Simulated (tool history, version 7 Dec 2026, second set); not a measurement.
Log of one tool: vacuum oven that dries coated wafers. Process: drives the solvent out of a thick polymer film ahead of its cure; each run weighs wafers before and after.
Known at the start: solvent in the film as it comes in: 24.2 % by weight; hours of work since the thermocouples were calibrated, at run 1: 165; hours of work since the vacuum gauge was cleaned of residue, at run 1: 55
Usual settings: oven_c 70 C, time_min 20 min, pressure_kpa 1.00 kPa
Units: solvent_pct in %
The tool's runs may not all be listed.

run,hour,oven_c,time_min,pressure_kpa,hours of work since the thermocouples were calibrated,hours of work since the vacuum gauge was cleaned of residue,solvent_pct
1,0.0,70,20,1.00,165,55,1.30
2,51.4,70,20,1.00,196,86,1.24
3,76.7,70,20,1.00,212,102,1.41
4,109.2,70,20,1.00,231,121,1.36
5,156.9,70,20,1.00,260,150,1.33
6,197.8,70,20,1.00,285,175,1.31
7,225.3,74,20,1.00,302,192,0.71
8,254.6,74,20,1.00,319,209,0.73
9,294.9,74,20,1.00,344,234,0.72
10,321.2,84,20,1.00,360,249,0.27
11,356.0,84,20,1.00,381,271,0.27
# hour 360.7: vacuum gauge cleaned of residue and calibrated
12,409.5,63,20,1.00,412,30,3.00
13,456.7,63,20,1.00,441,58,2.96
14,496.8,70,29,1.00,465,82,0.66
15,534.7,70,20,1.00,488,105,1.26
16,560.4,70,20,1.00,503,121,1.25
17,592.2,70,20,1.00,523,140,1.28
18,616.7,56,20,1.00,537,155,5.65
19,641.1,70,20,1.00,552,170,1.27
20,668.5,70,20,3.62,569,186,2.13
# hour 673.6: vacuum gauge cleaned of residue and calibrated, once more
21,703.2,75,20,2.01,589,18,0.86
22,735.0,75,20,2.01,608,37,0.87
23,767.6,73,14,1.89,628,57,2.03
24,803.7,73,29,1.89,650,79,0.73
25,847.4,69,11,1.26,676,105,4.22
26,888.7,60,20,3.62,701,130,5.01
27,923.0,60,20,3.62,722,151,4.91
28,977.7,80,18,3.41,755,184,1.06
29,1016.6,80,18,3.41,778,207,0.97
30,1067.4,80,18,3.41,809,238,0.94
31,1120.4,80,18,1.89,841,270,0.60
32,1164.7,80,18,1.89,868,297,0.64
33,1212.7,57,30,0.54,897,326,2.32
34,1241.2,57,30,0.54,914,343,2.35
35,1263.3,57,30,0.54,928,357,2.36
36,1291.9,57,30,0.54,945,374,2.37
37,1317.7,59,11,0.54,961,390,7.75
38,1344.0,56,11,3.00,976,405,10.20

Forecast each of these 4 alternatives for the next run:
A,1385.6,70,20,0.80,1002,431,?
B,1385.6,71,20,1.00,1002,431,?
C,1385.6,70,29,1.97,1002,431,?
D,1385.6,57,23,1.57,1002,431,?

run,solvent_pct
A,0.98
B,0.93
C,0.86
D,4.06
Without the tool's hidden state the same runs would have given:
run,solvent_pct
A,1.33
B,1.24
C,1.01
D,4.95

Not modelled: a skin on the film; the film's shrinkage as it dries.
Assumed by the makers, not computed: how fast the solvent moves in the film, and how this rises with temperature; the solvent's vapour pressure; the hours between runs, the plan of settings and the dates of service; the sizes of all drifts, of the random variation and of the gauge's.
